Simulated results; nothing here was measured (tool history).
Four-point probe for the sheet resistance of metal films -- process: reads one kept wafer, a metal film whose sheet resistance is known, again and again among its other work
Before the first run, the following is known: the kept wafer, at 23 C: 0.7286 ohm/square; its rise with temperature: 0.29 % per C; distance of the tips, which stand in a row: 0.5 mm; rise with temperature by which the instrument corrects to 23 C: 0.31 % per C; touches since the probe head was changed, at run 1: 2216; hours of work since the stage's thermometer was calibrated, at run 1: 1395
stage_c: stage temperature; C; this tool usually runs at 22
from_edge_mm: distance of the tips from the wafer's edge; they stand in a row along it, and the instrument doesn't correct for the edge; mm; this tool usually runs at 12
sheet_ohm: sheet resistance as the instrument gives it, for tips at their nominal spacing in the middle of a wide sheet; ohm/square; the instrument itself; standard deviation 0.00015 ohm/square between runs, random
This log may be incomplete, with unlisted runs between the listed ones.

run	hour	stage_c	from_edge_mm	touches since the probe head was changed	hours of work since the stage's thermometer was calibrated	sheet_ohm
1	0	22	12	2216	1395	0.729966
2	29.1	22	12	3052	1413	0.72997
3	60	22	12	3940	1433	0.730338
4	81	28	12	4541	1446	0.72918
5	108.3	28	12	5327	1463	0.728876
6	135.7	28	12	6114	1480	0.728951
7	156.8	22	12	6718	1493	0.730021
8	189.2	22	12	7650	1513	0.729587
9	206.9	20	12	8158	1524	0.730253
10	236.8	22	12	9015	1542	0.729566
11	259.3	22	12	9663	1556	0.729797
12	274.3	22	10	10094	1565	0.73012
13	294.1	22	10	10663	1578	0.729857
14	319.9	22	10	11404	1594	0.730258
15	347.7	22	10	12202	1611	0.729862
16	372.1	22	10	12902	1626	0.72968
17	403.9	22	10	13816	1646	0.729777
18	431.7	22	12	14614	1663	0.729675
19	454.8	22	12	15276	1677	0.729361
20	478.3	22	12	15953	1692	0.729424
21	502.3	22	12	16642	1706	0.729431
22	529.3	28	12	17416	1723	0.728386
23	547.7	28	12	17946	1735	0.728353
24	561.6	30	20	18345	1743	0.72758
25	586.4	30	20	19055	1758	0.727518
26	611.4	20	23	19774	1774	0.728892
27	640	18	62	20595	1792	0.728883
28	674.1	18	62	21574	1813	0.729174
29	703.2	34	69	22412	1831	0.726412
30	724.5	28	12	23024	1844	0.728131
31	742.7	31	11	23544	1855	0.727556
32	763	29	35	24128	1868	0.727379
33	784.9	29	35	24757	1881	0.727091
34	803.5	26	12	25290	1893	0.72824
35	825	32	14	25908	1906	0.727551
36	851.4	32	14	26668	1923	0.727029
37	868.2	32	14	27148	1933	0.727173
38	888.6	32	14	27734	1946	0.726775
39	910.6	27	22	28367	1959	0.727535
40	924.8	27	22	28775	1968	0.727361
41	945.2	33	22	29360	1981	0.726712
42	971.6	33	22	30118	1997	0.72643
43	1006.1	25	22	31111	2018	0.727327
44	1021.7	34	6	31559	2028	0.728613
45	1047.8	22	12	32307	2044	0.728467

Consider 3 possible next runs. They are alternatives, not a sequence: every one starts from the tool as it was left by run 45. What does each give?
A	1073.2	25	12	33036	2060	?
B	1073.2	22	4	33036	2060	?
C	1073.2	20	52	33036	2060	?

run	sheet_ohm
A	0.72779
B	0.733855
C	0.728227
With the hidden condition removed and each run's random variation left untouched, the same runs would have given:
run	sheet_ohm
A	0.728795
B	0.734877
C	0.729247
